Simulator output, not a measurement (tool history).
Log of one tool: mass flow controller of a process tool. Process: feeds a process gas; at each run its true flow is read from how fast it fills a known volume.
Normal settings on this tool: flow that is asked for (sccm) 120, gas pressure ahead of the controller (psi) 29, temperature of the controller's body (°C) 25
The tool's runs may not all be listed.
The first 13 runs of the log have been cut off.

run,hour,flow that is asked for (sccm),gas pressure ahead of the controller (psi),temperature of the controller's body (°C),hours of work since the controller was set to zero,hours of work since the controller was changed,true flow (%)
14,1072.2,120,29,21,2161,2161,99.05
15,1133.4,120,29,21,2185,2185,99.17
16,1245.4,120,29,21,2228,2228,99.05
17,1324.9,120,25.7,25,2259,2259,99.17
18,1392.6,120,25.7,25,2285,2285,99.11
19,1507.1,29,20.6,25,2330,2330,98.15
20,1612.3,120,23.4,23,2371,2371,99.06
21,1691.2,120,23.4,23,2401,2401,99.01
22,1781.9,130,29,25,2436,2436,99.34
23,1850.9,130,29,25,2463,2463,99.31
24,1963.1,130,29,25,2507,2507,99.29
25,2036.1,130,29,25,2535,2535,99.26
26,2118.3,120,29,24,2567,2567,99.12
27,2213.9,106,29.7,31,2604,2604,99.32
28,2298,106,29.7,31,2637,2637,99.26
29,2372.6,103,29,25,2666,2666,98.9
30,2486.9,103,36.5,21,2710,2710,98.84
31,2600.3,40,25.4,23,2754,2754,98.24
32,2712.7,40,25.4,23,2798,2798,98.3
33,2806.3,40,25.4,21,2834,2834,98.14

Alternative continuations, all from the tool just after run 33; predict every row:
A,2924.6,35,37.1,35,2880,2880,?
B,2924.6,40,20.6,21,2880,2880,?
C,2924.6,40,35.5,33,2880,2880,?
D,2924.6,30,27.4,34,2880,2880,?
E,2924.6,48,26.8,27,2880,2880,?

run,true flow (%)
A,99.03
B,98
C,98.86
D,98.65
E,98.47
Without the tool's hidden state the same runs would have given:
run,true flow (%)
A,99.02
B,97.99
C,98.85
D,98.63
E,98.46
